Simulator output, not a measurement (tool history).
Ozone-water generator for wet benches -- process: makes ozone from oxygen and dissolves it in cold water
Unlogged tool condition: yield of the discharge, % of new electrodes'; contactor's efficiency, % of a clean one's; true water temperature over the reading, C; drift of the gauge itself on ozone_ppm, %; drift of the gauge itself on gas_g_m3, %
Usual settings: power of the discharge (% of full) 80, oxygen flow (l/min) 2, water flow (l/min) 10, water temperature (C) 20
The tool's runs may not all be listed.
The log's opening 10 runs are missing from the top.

run	hour	power of the discharge (% of full)	oxygen flow (l/min)	water flow (l/min)	water temperature (C)	hours of work since the electrodes were changed	hours of work since the contactor was cleaned	hours of work since the thermometer was calibrated	dissolved ozone (ppm)	ozone in the gas ahead of the water (g/m3)
11	1873.9	80	2	10	19	2331	1162	1496	22.9	221.8
12	2020	76	2	10	19	2433	1264	1597	22.4	219.2
13	2123.8	83	2	10	20	2505	1336	1669	22.7	225.8
14	2237.7	80	2	10	13	2584	1415	1748	24.4	221.6
15	2446.7	80	2	10	13	2729	1560	1893	24.1	219.6
16	2555.8	80	2	10	13	2804	1635	1969	24.2	218.5
17	2651.7	66	2	11	20	2871	1702	2035	18.6	198.8
18	2753.5	57	2.01	11	20	2941	1773	2106	17.2	182.1
19	2970.9	80	2.09	10	24	3092	1923	2257	20.9	213.7
20	3084.4	80	2.09	10	24	3171	2002	2335	20.5	211.4
21	3260.1	80	2.09	13	14	3293	2124	2457	18.9	210.1
22	3402.8	80	2.32	13	13	3392	2223	2556	19.6	200.5
23	3553.6	70	2	6	20	3497	2328	2661	28.1	200
24	3658.7	70	2	6	20	3570	2401	2734	27.9	197.6
25	3869.2	70	2	6	20	3716	2547	2880	28	197.9
26	4048.5	70	2	10	20	3840	2671	3004	19.5	196.6
27	4212.4	80	1.8	10	18	3954	2785	3118	20.7	220.2
28	4350.7	67	1.8	7	18	4050	2881	3214	25.1	200.6
29	4460	67	1.8	7	18	4125	2957	3290	24.7	198.3
# hour 4636.6: contactor cleaned
30	4636.6	67	1.8	7	18	4245	0	3410	25.3	196
31	4755.1	67	1.52	7	18	4327	82	3492	24.6	211.3
32	4916.1	67	1.52	7	18	4439	194	3603	24.4	212.2

4 ways to go on from here, each from the tool as it stands after run 32. What would each give?
A	5086	80	2	6	20	4557	312	3721	?	?
B	5086	67	1.33	7	13	4557	312	3721	?	?
C	5086	41	3.24	10	18	4557	312	3721	?	?
D	5086	67	1.52	7	22	4557	312	3721	?	?

run	dissolved ozone (ppm)	ozone in the gas ahead of the water (g/m3)
A	28.8	202.8
B	24.8	222.7
C	16.1	121.9
D	22.9	208.7
Stripped of hidden state, with their random variation kept, the same runs would have yielded:
run	dissolved ozone (ppm)	ozone in the gas ahead of the water (g/m3)
A	35	244.6
B	29.7	264.1
C	18.5	138.3
D	27.4	247.7
